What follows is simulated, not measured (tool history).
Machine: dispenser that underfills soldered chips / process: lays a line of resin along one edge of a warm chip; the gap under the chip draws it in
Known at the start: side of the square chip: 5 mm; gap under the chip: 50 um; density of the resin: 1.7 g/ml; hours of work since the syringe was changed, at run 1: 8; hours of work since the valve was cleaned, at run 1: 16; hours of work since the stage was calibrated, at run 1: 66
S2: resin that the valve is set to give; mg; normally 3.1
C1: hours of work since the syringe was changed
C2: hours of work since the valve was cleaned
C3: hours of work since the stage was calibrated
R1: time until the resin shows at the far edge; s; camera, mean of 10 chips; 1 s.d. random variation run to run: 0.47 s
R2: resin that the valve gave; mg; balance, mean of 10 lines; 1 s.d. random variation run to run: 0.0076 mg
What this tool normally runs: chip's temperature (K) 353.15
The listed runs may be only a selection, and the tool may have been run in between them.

Run 1, hour 0: usual settings; C1 8; C2 16; C3 66. Result: R1 47.8 s, R2 3.085 mg.
At hour 2: new syringe of resin.
Run 2, hour 3: usual settings; C1 1; C2 18; C3 67. Result: R1 36.3 s, R2 3.083 mg.
Run 3, hour 7.6: usual settings; C1 4; C2 21; C3 70. Result: R1 41.2 s, R2 3.083 mg.
Run 4, hour 13.9: usual settings; C1 8; C2 25; C3 75. Result: R1 47 s, R2 3.07 mg.
At hour 14.9: new syringe of resin.
Run 5, hour 17.3: usual settings; C1 2; C2 28; C3 77. Result: R1 37.3 s, R2 3.068 mg.
Run 6, hour 21.7: usual settings but S2 3.62 mg; C1 5; C2 31; C3 80. Result: R1 40.2 s, R2 3.575 mg.
At hour 28.1: new syringe of resin.
Run 7, hour 28.1: usual settings but S2 3.62 mg; C1 0; C2 35; C3 84. Result: R1 34.9 s, R2 3.572 mg.
Run 8, hour 31.4: usual settings but chip's temperature (K) 367.15; C1 2; C2 37; C3 86. Result: R1 22.2 s, R2 3.044 mg.
Run 9, hour 37.3: usual settings but chip's temperature (K) 367.15; C1 6; C2 41; C3 90. Result: R1 26.1 s, R2 3.05 mg.
Run 10, hour 40.5: usual settings but chip's temperature (K) 360.15, S2 3.19 mg; C1 8; C2 43; C3 92. Result: R1 36.3 s, R2 3.125 mg.
At hour 41.1: new syringe of resin.
Run 11, hour 44.7: usual settings but chip's temperature (K) 350.15, S2 2.98 mg; C1 2; C2 46; C3 95. Result: R1 43.6 s, R2 2.916 mg.
Run 12, hour 47.6: usual settings but chip's temperature (K) 348.15, S2 3.8 mg; C1 4; C2 48; C3 97. Result: R1 49.2 s, R2 3.715 mg.
At hour 49.1: dispensing valve cleaned and set on the balance.
Run 13, hour 53.9: usual settings but chip's temperature (K) 349.15, S2 3.85 mg; C1 8; C2 3; C3 101. Result: R1 52.8 s, R2 3.835 mg.
At hour 55.2: new syringe of resin.
Run 14, hour 59.2: usual settings but chip's temperature (K) 359.15, S2 3.85 mg; C1 3; C2 7; C3 104. Result: R1 30.7 s, R2 3.832 mg.
Run 15, hour 62.2: usual settings but chip's temperature (K) 359.15, S2 3.13 mg; C1 5; C2 9; C3 106. Result: R1 32.8 s, R2 3.118 mg.
Run 16, hour 66.6: usual settings but chip's temperature (K) 359.15, S2 3.13 mg; C1 8; C2 12; C3 109. Result: R1 37.4 s, R2 3.11 mg.
At hour 68.3: new syringe of resin.
Run 17, hour 72.2: usual settings but chip's temperature (K) 359.15, S2 3.13 mg; C1 3; C2 15; C3 113. Result: R1 30.5 s, R2 3.107 mg.

Entry by entry between the runs, the difference in hidden state between the last listed run before and the first listed run after:
In the gap between runs 1 and 2: new syringe of resin (hour 2)
  resin's viscosity, % of fresh resin's: 131 -> 101.9; dose that the valve gives, % of what is set: 99.53 -> 99.44; true chip temperature over the reading, C: 0.19 -> 0.2
  measured value less the no-hidden-state value, R1: +11 -> +0.4 s; R2: -0.015 -> -0.018 mg
In the gap between runs 4 and 5: new syringe of resin (hour 14.9)
  resin's viscosity, % of fresh resin's: 131.8 -> 104.8; dose that the valve gives, % of what is set: 99.03 -> 98.9; true chip temperature over the reading, C: 0.23 -> 0.24
  measured value less the no-hidden-state value, R1: +11 -> +1.4 s; R2: -0.03 -> -0.034 mg
In the gap between runs 6 and 7: new syringe of resin (hour 28.1)
  resin's viscosity, % of fresh resin's: 116.4 -> 102.1; dose that the valve gives, % of what is set: 98.72 -> 98.5; true chip temperature over the reading, C: 0.25 -> 0.26
  measured value less the no-hidden-state value, R1: +5.3 -> +0.4 s; R2: -0.046 -> -0.055 mg
In the gap between runs 10 and 11: new syringe of resin (hour 41.1)
  resin's viscosity, % of fresh resin's: 137 -> 108.5; dose that the valve gives, % of what is set: 98.06 -> 97.93; true chip temperature over the reading, C: 0.3 -> 0.31
  measured value less the no-hidden-state value, R1: +9.6 -> +3.1 s; R2: -0.062 -> -0.062 mg
In the gap between runs 12 and 13: dispensing valve cleaned and set on the balance (hour 49.1)
  resin's viscosity, % of fresh resin's: 116.4 -> 132.1; dose that the valve gives, % of what is set: 97.82 -> 99.86; true chip temperature over the reading, C: 0.31 -> 0.33
  measured value less the no-hidden-state value, R1: +6.5 -> +12.3 s; R2: -0.083 -> -0.006 mg
In the gap between runs 13 and 14: new syringe of resin (hour 55.2)
  resin's viscosity, % of fresh resin's: 132.1 -> 111.6; dose that the valve gives, % of what is set: 99.86 -> 99.67; true chip temperature over the reading, C: 0.33 -> 0.34
  measured value less the no-hidden-state value, R1: +12.3 -> +2.8 s; R2: -0.006 -> -0.013 mg
In the gap between runs 16 and 17: new syringe of resin (hour 68.3)
  resin's viscosity, % of fresh resin's: 133 -> 108; dose that the valve gives, % of what is set: 99.38 -> 99.18; true chip temperature over the reading, C: 0.36 -> 0.37
  measured value less the no-hidden-state value, R1: +8.8 -> +1.9 s; R2: -0.019 -> -0.026 mg
